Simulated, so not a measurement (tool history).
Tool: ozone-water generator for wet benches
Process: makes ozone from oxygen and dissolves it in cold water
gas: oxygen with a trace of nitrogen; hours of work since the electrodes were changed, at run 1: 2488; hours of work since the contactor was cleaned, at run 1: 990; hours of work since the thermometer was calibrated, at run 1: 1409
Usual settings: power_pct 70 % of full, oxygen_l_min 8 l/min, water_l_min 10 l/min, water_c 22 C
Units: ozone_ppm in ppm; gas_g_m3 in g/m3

run,hour,power_pct,oxygen_l_min,water_l_min,water_c,hours of work since the electrodes were changed,hours of work since the contactor was cleaned,hours of work since the thermometer was calibrated,ozone_ppm,gas_g_m3
1,0,70,8,10,22,2488,990,1409,31.7,203.1
2,133.3,70,8,10,22,2582,1085,1504,31.7,201.8
3,205.3,70,8,10,22,2634,1136,1555,31.6,204.9
4,306.7,70,8,10,22,2706,1208,1628,31.7,201
5,457.4,41,8,10,22,2813,1315,1735,19.9,129.3
6,596.5,71,8,10,22,2912,1414,1834,31.5,203.6
7,712.3,70,8,8,22,2995,1497,1916,34.9,199.4
8,871.9,70,8,10,22,3108,1611,2030,30.7,199.5
9,969.1,70,8,10,22,3178,1680,2099,31,197.9
10,1105,70,8,10,22,3275,1777,2196,30.8,199.4
11,1242.5,70,8,10,22,3372,1875,2294,30.5,197
12,1402.1,70,8,10,15,3486,1988,2408,35.6,197.7
13,1565,70,5.45,10,15,3602,2104,2524,36,229.6
14,1681.7,70,5.45,10,15,3685,2187,2607,36.1,228.3
15,1828.6,70,5.45,10,15,3790,2292,2712,35.7,228.4
16,1981.9,70,5.45,10,15,3899,2401,2821,35.8,226.5
# hour 2050.7: water thermometer calibrated
17,2112.3,70,5.45,10,15,3992,2494,44,35.4,226.6
18,2201.8,70,4.04,10,21,4055,2557,108,31.6,254.7
19,2322.3,70,4.04,10,21,4141,2643,193,31.7,254.2
20,2422.2,70,8,10,14,4212,2714,265,35.4,190.3
21,2534.1,61,11.81,14,28,4292,2794,344,17.5,144.7
22,2632,61,11.81,14,28,4362,2864,414,17.2,146.6
23,2770.4,70,8,13,22,4460,2962,513,24.6,187.8
# hour 2799.6: contactor cleaned
24,2941.8,70,8,13,18,4580,101,632,28,190.1
25,3036.1,56,4.75,13,21,4647,168,699,22,197.7

Forecast run 26:
26,3111.3,98,8.23,10,27,4700,222,753,?,?

ozone_ppm: 33.9 ppm
gas_g_m3: 243.2 g/m3
Without the tool's hidden state the same run would have given ozone_ppm 42.8 ppm, gas_g_m3 305.5 g/m3.
